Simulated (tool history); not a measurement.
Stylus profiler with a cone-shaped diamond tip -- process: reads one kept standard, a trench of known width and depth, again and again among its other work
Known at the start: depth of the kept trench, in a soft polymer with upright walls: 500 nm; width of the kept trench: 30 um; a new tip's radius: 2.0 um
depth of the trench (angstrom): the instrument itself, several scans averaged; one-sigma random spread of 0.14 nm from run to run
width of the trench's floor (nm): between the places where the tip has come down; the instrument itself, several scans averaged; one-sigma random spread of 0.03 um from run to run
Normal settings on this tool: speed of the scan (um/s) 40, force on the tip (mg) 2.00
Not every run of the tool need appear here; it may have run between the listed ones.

run	day	speed of the scan (um/s)	force on the tip (mg)	depth of the trench (angstrom)	width of the trench's floor (nm)
1	0.000	40	2.00	5033.1	27190
2	0.883	40	2.00	5029.7	27160
3	2.412	40	2.00	5030.0	27200
4	3.108	40	2.00	5030.0	27140
5	3.917	40	2.00	5028.9	27190
6	5.250	40	2.00	5029.9	27140
7	6.717	40	2.00	5030.5	27210
8	8.108	40	1.57	5025.8	27210
9	9.275	40	1.57	5023.8	27090
10	10.450	40	1.57	5020.8	27120
11	11.092	40	3.89	5042.2	27150
12	12.588	40	2.00	5026.9	27090
13	13.958	40	2.00	5028.8	27070
14	15.171	24	2.00	5024.1	27090
15	16.392	34	2.00	5026.5	27060
16	17.783	40	2.00	5027.8	26990
17	19.208	40	2.51	5031.5	27000
18	20.117	40	2.51	5028.7	27070
19	21.350	40	2.51	5030.3	27010
20	22.125	40	5.72	5057.2	27070
21	22.892	40	2.00	5025.8	27010
22	24.175	40	2.00	5025.1	26980
23	25.329	40	2.00	5025.1	27000
24	26.208	40	2.00	5024.5	26940
25	26.996	40	2.00	5025.9	27020
26	28.204	14	3.43	5036.8	27050
27	29.025	14	3.43	5038.2	27040
28	30.142	11	4.37	5044.2	27010
29	31.438	24	4.23	5044.1	26970
30	32.946	46	1.02	5015.4	26870
31	33.875	53	0.71	5008.8	26770
32	35.162	27	0.92	5012.2	26900
33	35.979	27	0.92	5011.5	26870
34	37.183	27	0.92	5013.7	26890
35	38.012	18	2.00	5019.9	26940
36	39.096	13	0.92	5009.0	26910
37	40.058	123	2.87	5030.2	26690
38	41.412	123	2.87	5029.8	26680
39	42.846	110	2.00	5022.0	26690
40	43.888	43	1.11	5011.5	26800
41	44.629	35	1.04	5011.4	26800
42	46.208	146	2.25	5028.1	26490
43	47.412	40	1.16	5013.9	26760
44	48.196	40	1.16	5012.2	26740
45	49.688	94	1.04	5009.9	26560
46	50.808	16	1.83	5019.6	26830
47	51.596	11	5.29	5048.5	26860
48	52.383	11	5.29	5050.0	26870

Alternative continuations, all from the tool just after run 48; predict every row:
A	53.733	40	3.55	?	?
B	53.733	38	1.67	?	?
C	53.733	10	0.78	?	?

run	depth of the trench (angstrom)	width of the trench's floor (nm)
A	5034.5	26740
B	5018.6	26730
C	5008.6	26770
With the hidden condition removed and each run's random variation left untouched, the same runs would have given:
run	depth of the trench (angstrom)	width of the trench's floor (nm)
A	5043.4	27260
B	5027.4	27250
C	5017.4	27280
